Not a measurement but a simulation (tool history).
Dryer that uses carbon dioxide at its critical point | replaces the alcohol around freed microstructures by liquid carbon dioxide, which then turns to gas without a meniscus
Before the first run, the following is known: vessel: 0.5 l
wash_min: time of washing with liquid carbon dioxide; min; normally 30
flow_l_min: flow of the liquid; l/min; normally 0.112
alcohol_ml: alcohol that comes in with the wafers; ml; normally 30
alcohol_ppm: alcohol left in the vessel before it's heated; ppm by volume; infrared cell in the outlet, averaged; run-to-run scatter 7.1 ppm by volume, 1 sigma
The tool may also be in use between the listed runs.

Run 1, hour 0.0: usual settings. Result: alcohol_ppm 798 ppm by volume.
Run 2, hour 9.4: usual settings. Result: alcohol_ppm 809 ppm by volume.
Run 3, hour 24.3: usual settings but alcohol_ml 38 ml. Result: alcohol_ppm 1025 ppm by volume.
Run 4, hour 32.8: usual settings but alcohol_ml 38 ml. Result: alcohol_ppm 1048 ppm by volume.
At hour 40.7: inlet filter changed.
Run 5, hour 42.0: usual settings but alcohol_ml 38 ml. Result: alcohol_ppm 457 ppm by volume.
Run 6, hour 57.9: usual settings but alcohol_ml 77 ml. Result: alcohol_ppm 891 ppm by volume.
Run 7, hour 72.8: usual settings but alcohol_ml 77 ml. Result: alcohol_ppm 918 ppm by volume.
Run 8, hour 81.2: usual settings but alcohol_ml 77 ml. Result: alcohol_ppm 934 ppm by volume.
Run 9, hour 89.0: usual settings. Result: alcohol_ppm 367 ppm by volume.
Run 10, hour 98.7: usual settings. Result: alcohol_ppm 387 ppm by volume.
Run 11, hour 110.4: usual settings. Result: alcohol_ppm 385 ppm by volume.
Run 12, hour 118.1: usual settings. Result: alcohol_ppm 393 ppm by volume.
Run 13, hour 131.6: usual settings. Result: alcohol_ppm 390 ppm by volume.
Run 14, hour 142.3: usual settings but wash_min 37 min. Result: alcohol_ppm 149 ppm by volume.
Run 15, hour 151.1: usual settings but wash_min 37 min. Result: alcohol_ppm 153 ppm by volume.
Run 16, hour 159.2: usual settings but wash_min 37 min. Result: alcohol_ppm 159 ppm by volume.
Run 17, hour 171.2: usual settings but wash_min 37 min. Result: alcohol_ppm 149 ppm by volume.
Run 18, hour 178.9: usual settings. Result: alcohol_ppm 422 ppm by volume.
Run 19, hour 187.2: usual settings. Result: alcohol_ppm 408 ppm by volume.
Run 20, hour 196.9: usual settings but alcohol_ml 36 ml. Result: alcohol_ppm 515 ppm by volume.
Run 21, hour 208.3: usual settings. Result: alcohol_ppm 422 ppm by volume.
Run 22, hour 220.0: usual settings. Result: alcohol_ppm 432 ppm by volume.
Run 23, hour 228.5: usual settings but wash_min 23 min. Result: alcohol_ppm 1284 ppm by volume.
Run 24, hour 244.6: usual settings but wash_min 20 min, flow_l_min 0.088 l/min, alcohol_ml 37 ml. Result: alcohol_ppm 5175 ppm by volume.
Run 25, hour 258.4: usual settings but wash_min 29 min, flow_l_min 0.090 l/min, alcohol_ml 40 ml. Result: alcohol_ppm 1559 ppm by volume.
Run 26, hour 271.7: usual settings but wash_min 18 min, flow_l_min 0.110 l/min, alcohol_ml 34 ml. Result: alcohol_ppm 3568 ppm by volume.
Run 27, hour 281.9: usual settings but wash_min 18 min, flow_l_min 0.166 l/min, alcohol_ml 34 ml. Result: alcohol_ppm 910 ppm by volume.
Run 28, hour 296.0: usual settings but wash_min 22 min, alcohol_ml 67 ml. Result: alcohol_ppm 3442 ppm by volume.
Run 29, hour 311.0: usual settings but wash_min 22 min, alcohol_ml 67 ml. Result: alcohol_ppm 3408 ppm by volume.
Run 30, hour 321.4: usual settings but wash_min 37 min, flow_l_min 0.106 l/min, alcohol_ml 20 ml. Result: alcohol_ppm 177 ppm by volume.
Run 31, hour 331.7: usual settings but wash_min 37 min, flow_l_min 0.106 l/min, alcohol_ml 20 ml. Result: alcohol_ppm 171 ppm by volume.
Run 32, hour 341.6: usual settings but wash_min 37 min, flow_l_min 0.106 l/min, alcohol_ml 20 ml. Result: alcohol_ppm 180 ppm by volume.
Run 33, hour 349.1: usual settings but alcohol_ml 74 ml. Result: alcohol_ppm 1080 ppm by volume.
Run 34, hour 360.0: usual settings but alcohol_ml 74 ml. Result: alcohol_ppm 1127 ppm by volume.
Run 35, hour 376.1: usual settings but alcohol_ml 74 ml. Result: alcohol_ppm 1105 ppm by volume.
Run 36, hour 386.7: usual settings but alcohol_ml 74 ml. Result: alcohol_ppm 1122 ppm by volume.
Run 37, hour 401.1: usual settings but wash_min 29 min, flow_l_min 0.083 l/min, alcohol_ml 106 ml. Result: alcohol_ppm 5976 ppm by volume.
Run 38, hour 416.6: usual settings but wash_min 33 min, alcohol_ml 23 ml. Result: alcohol_ppm 270 ppm by volume.
Run 39, hour 428.8: usual settings but wash_min 47 min, alcohol_ml 21 ml. Result: alcohol_ppm 93 ppm by volume.
Run 40, hour 442.0: usual settings but wash_min 20 min, alcohol_ml 27 ml. Result: alcohol_ppm 2179 ppm by volume.
Run 41, hour 448.6: usual settings but wash_min 24 min, alcohol_ml 27 ml. Result: alcohol_ppm 1154 ppm by volume.
Run 42, hour 462.1: usual settings but wash_min 24 min, alcohol_ml 27 ml. Result: alcohol_ppm 1153 ppm by volume.
Run 43, hour 474.2: usual settings but wash_min 24 min, flow_l_min 0.070 l/min, alcohol_ml 109 ml. Result: alcohol_ppm 17960 ppm by volume.
Run 44, hour 484.1: usual settings but wash_min 24 min, flow_l_min 0.070 l/min, alcohol_ml 109 ml. Result: alcohol_ppm 17799 ppm by volume.
Run 45, hour 499.4: usual settings but wash_min 23 min. Result: alcohol_ppm 1535 ppm by volume.
Run 46, hour 514.1: usual settings but wash_min 24 min, flow_l_min 0.105 l/min. Result: alcohol_ppm 1663 ppm by volume.

Below, some changes in alcohol_ppm between adjacent runs. For each, the amount present without the hidden state too (settings, incoming material, random variation) and the amount remaining for the hidden state with gauge scatter not shared by both compared results:
Hidden state at play: flow that reaches the vessel past the clogged filter, %; alcohol in the recycled carbon dioxide, ppm; drift of the gauge itself on alcohol_ppm, %.
Run 37 -> 38: wash_min 29 -> 33, flow_l_min 0.083 -> 0.112, alcohol_ml 106 -> 23. alcohol_ppm -5706 ppm by volume: hidden state -952, all else -4754.
Run 42 -> 43: flow_l_min 0.112 -> 0.070, alcohol_ml 27 -> 109. alcohol_ppm +16807 ppm by volume: hidden state +2375, all else +14432.
Run 44 -> 45: wash_min 24 -> 23, flow_l_min 0.070 -> 0.112, alcohol_ml 109 -> 30. alcohol_ppm -16264 ppm by volume: hidden state -2310, all else -13954.
